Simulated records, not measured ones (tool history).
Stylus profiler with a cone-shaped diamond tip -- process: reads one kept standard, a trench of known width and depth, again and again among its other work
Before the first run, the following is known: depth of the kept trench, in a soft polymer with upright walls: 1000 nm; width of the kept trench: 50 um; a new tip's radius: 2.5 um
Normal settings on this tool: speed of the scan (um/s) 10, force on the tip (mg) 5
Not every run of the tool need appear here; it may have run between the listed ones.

run,day,speed of the scan (um/s),force on the tip (mg),depth of the trench (nm),width of the trench's floor (um)
1,0,10,5,1015.09,45.93
2,0.658,10,5,1015.21,45.93
3,1.292,10,5,1014.9,45.95
4,1.596,10,3.22,1011.73,45.92
5,2.242,10,8.4,1020.34,45.94
6,2.621,10,8.4,1021.12,45.91
7,3.233,10,8.4,1021.42,45.94
8,3.638,2,5,1015.27,45.88
9,4.121,28,5,1014.87,45.82
10,4.454,28,5,1015.15,45.9
11,4.958,22,5,1014.88,45.89
12,5.521,22,5,1014.96,45.87
13,6.183,10,3.97,1013.35,45.91
14,6.492,10,3.97,1013.73,45.9
15,7.088,10,5,1015.44,45.92
16,7.733,10,3.75,1013.02,45.91
17,8.046,12,10.09,1023.73,45.89
18,8.425,12,10.09,1023.89,45.87
19,8.783,14,3.13,1011.8,45.88
20,9.329,5,3.13,1011.49,45.88
21,9.883,22,5.94,1017.39,45.84
22,10.242,15,5.79,1016.58,45.87
23,10.662,15,5.79,1017.13,45.87
24,11.15,39,3.17,1012.11,45.84
25,11.683,4,8.32,1020.81,45.9
26,12.212,3,2,1009.41,45.82
27,12.658,3,2,1009.13,45.88
28,13.108,17,5,1015.5,45.85
29,13.421,5,4.86,1015.08,45.95

Here are 5 independent what-if runs from the current tool condition. What would each one return?
A,13.788,10,11.75,?,?
B,13.788,2,5,?,?
C,13.788,5,5,?,?
D,13.788,5,13.83,?,?
E,13.788,9,2.65,?,?

run,depth of the trench (nm),width of the trench's floor (um)
A,1026.21,45.89
B,1015.56,45.82
C,1015.41,45.88
D,1028.82,45.89
E,1010.99,45.82
Had the tool no hidden state, the same runs would have come out as:
run,depth of the trench (nm),width of the trench's floor (um)
A,1024.34,46.01
B,1013.7,45.94
C,1013.55,45.99
D,1026.94,46.01
E,1009.15,45.93
